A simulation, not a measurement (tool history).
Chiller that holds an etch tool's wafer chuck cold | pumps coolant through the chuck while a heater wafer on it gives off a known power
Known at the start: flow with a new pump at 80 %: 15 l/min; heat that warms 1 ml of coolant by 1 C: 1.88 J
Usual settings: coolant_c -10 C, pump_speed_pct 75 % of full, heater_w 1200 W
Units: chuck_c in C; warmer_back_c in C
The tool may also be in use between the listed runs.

run,day,coolant_c,pump_speed_pct,heater_w,chuck_c,warmer_back_c
1,0,-10,75,1200,0.3,2.91
2,3.217,-10,75,1200,0.4,2.95
3,6.604,-10,75,1200,0.7,2.92
4,8.454,-10,75,1200,0.6,2.92
5,11.167,-10,75,702,-3.6,1.74
# day 12.275: coolant changed, channels flushed
6,14.612,-10,75,702,-4.7,1.7
7,17.004,-10,75,702,-4.8,1.73
8,20.104,-10,75,1200,-1.1,2.97
9,23.192,-10,75,1200,-0.9,2.97
10,25.288,-10,75,1200,-0.9,2.95
11,27.829,-10,75,1200,-0.6,2.97
12,29.742,-10,75,1200,-0.7,2.96
# day 31.583: chiller's thermometer calibrated
13,32.208,-10,75,1200,-0.9,2.99
14,35.196,-10,75,1200,-1.1,2.99
15,38.454,-10,75,748,-4.5,1.85
16,41.008,-13,75,748,-7.3,1.86
17,44.125,-3,88,1707,8.8,3.65
18,47.621,-3,72,1112,6,2.89
19,50.158,-18,72,1112,-9,2.99
20,52.525,-7,88,1200,1.3,2.6
21,55.321,-15,72,1054,-6.5,2.81
22,57.546,-20,79,1200,-10.7,2.95
23,59.562,-20,79,1200,-10.8,2.97
24,62.329,-20,79,1063,-11.6,2.57
25,64.496,-17,75,916,-9.3,2.34
26,67.967,-17,75,916,-9.3,2.45
27,70.954,-17,75,916,-9.5,2.37
28,73.846,-8,92,797,-2.3,1.67
29,76.088,-8,92,797,-2.1,1.66

4 ways to go on from here, each from the tool as it stands after run 29. What would each give?
A,79.525,-11,91,1473,?,?
B,79.525,-8,80,797,?,?
C,79.525,-10,76,1515,?,?
D,79.525,-1,92,1480,?,?

run,chuck_c,warmer_back_c
A,-0.2,3.16
B,-1.5,1.89
C,2.8,3.85
D,9.5,3.14
Without the tool's hidden state the same runs would have given:
run,chuck_c,warmer_back_c
A,-2.3,2.75
B,-2.8,1.64
C,0.4,3.34
D,7.4,2.73
